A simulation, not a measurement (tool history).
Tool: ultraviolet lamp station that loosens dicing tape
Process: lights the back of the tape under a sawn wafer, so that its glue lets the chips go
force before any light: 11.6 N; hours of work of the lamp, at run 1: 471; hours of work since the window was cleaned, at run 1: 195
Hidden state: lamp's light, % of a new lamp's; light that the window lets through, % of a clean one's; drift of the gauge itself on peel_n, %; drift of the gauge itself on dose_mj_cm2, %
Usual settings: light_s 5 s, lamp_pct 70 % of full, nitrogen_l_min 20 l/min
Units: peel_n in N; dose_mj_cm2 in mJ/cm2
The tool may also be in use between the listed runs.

| run | hour | light_s | lamp_pct | nitrogen_l_min | hours of work of the lamp | hours of work since the window was cleaned | peel_n | dose_mj_cm2 |
|---|---|---|---|---|---|---|---|---|
| 1 | 0 | 5 | 70 | 20 | 471 | 195 | 1.857 | 227 |
| 2 | 15.5 | 5 | 70 | 20 | 480 | 204 | 1.818 | 231 |
| 3 | 38 | 5 | 70 | 20 | 492 | 217 | 1.86 | 225 |
| 4 | 48.3 | 5 | 70 | 20 | 498 | 223 | 1.897 | 229 |
| 5 | 59.4 | 5 | 70 | 20 | 505 | 229 | 1.904 | 229 |
| 6 | 82.4 | 5 | 70 | 20 | 518 | 242 | 1.916 | 225 |
| 7 | 104.3 | 5 | 70 | 20 | 530 | 255 | 1.891 | 224 |
| 8 | 121 | 5 | 70 | 20 | 540 | 264 | 1.979 | 221 |
| 9 | 135.6 | 5 | 66 | 20 | 548 | 272 | 2.162 | 207 |
| 10 | 153.1 | 5 | 66 | 20 | 558 | 282 | 2.298 | 208 |
| 11 | 165.7 | 5 | 66 | 20 | 565 | 289 | 2.217 | 207 |
| 12 | 176.1 | 5 | 66 | 20 | 571 | 295 | 2.215 | 203 |
| 13 | 194.8 | 5 | 70 | 29 | 581 | 306 | 1.708 | 216 |
| 14 | 206.3 | 5 | 70 | 29 | 588 | 312 | 1.741 | 219 |
| 15 | 220.7 | 5 | 70 | 29 | 596 | 321 | 1.701 | 216 |
| 16 | 243.2 | 5 | 70 | 20 | 609 | 333 | 2.151 | 216 |
| 17 | 256.3 | 3 | 70 | 20 | 616 | 341 | 4.33 | 132 |
| 18 | 270.9 | 5 | 68 | 20 | 624 | 349 | 2.225 | 205 |
| 19 | 287 | 4 | 70 | 20 | 634 | 358 | 3.001 | 169 |
| 20 | 306 | 5 | 70 | 20 | 644 | 369 | 2.21 | 218 |
| 21 | 319.6 | 5 | 95 | 20 | 652 | 377 | 1.222 | 284 |
| 22 | 339.1 | 5 | 95 | 20 | 663 | 388 | 1.187 | 281 |
| 23 | 359.3 | 3 | 96 | 20 | 675 | 399 | 2.956 | 170 |
| 24 | 378.3 | 3 | 93 | 7 | 685 | 410 | 4.513 | 167 |
| 25 | 391.4 | 3 | 93 | 7 | 693 | 417 | 4.788 | 162 |
| 26 | 402.6 | 3 | 79 | 14 | 699 | 424 | 4.263 | 139 |
| 27 | 416.8 | 2 | 91 | 15 | 707 | 432 | 5.518 | 103 |
|  | 418.4 | window cleaned of glue's vapour |
| 28 | 435.1 | 2 | 91 | 15 | 717 | 9 | 5.619 | 92 |
|  | 454.3 | window cleaned of glue's vapour, once more |
| 29 | 454.3 | 2 | 91 | 15 | 728 | 0 | 4.647 | 123 |
| 30 | 467.8 | 3 | 80 | 15 | 736 | 8 | 3.639 | 161 |
| 31 | 485.6 | 8 | 74 | 15 | 746 | 18 | 0.667 | 393 |
| 32 | 495.2 | 5 | 96 | 33 | 751 | 23 | 0.667 | 325 |
| 33 | 507.5 | 3 | 96 | 6 | 758 | 30 | 4.166 | 191 |
| 34 | 526 | 3 | 72 | 13 | 769 | 41 | 4.209 | 145 |
| 35 | 542.4 | 3 | 72 | 13 | 778 | 50 | 4.238 | 142 |
| 36 | 553.9 | 5 | 80 | 11 | 784 | 57 | 2.058 | 264 |
| 37 | 574.8 | 7 | 70 | 13 | 796 | 68 | 1.257 | 318 |
| 38 | 595.8 | 3 | 69 | 14 | 808 | 80 | 4.248 | 134 |
| 39 | 605.5 | 3 | 69 | 14 | 814 | 86 | 4.591 | 134 |

Run 40 comes next. What will it give?
| 40 | 628.5 | 5 | 70 | 6 | 827 | 99 | ? | ? |

Run 40 gave peel_n 3.496 N, dose_mj_cm2 224 mJ/cm2.
Without the tool's hidden state the same run would have given peel_n 2.692 N, dose_mj_cm2 273 mJ/cm2.
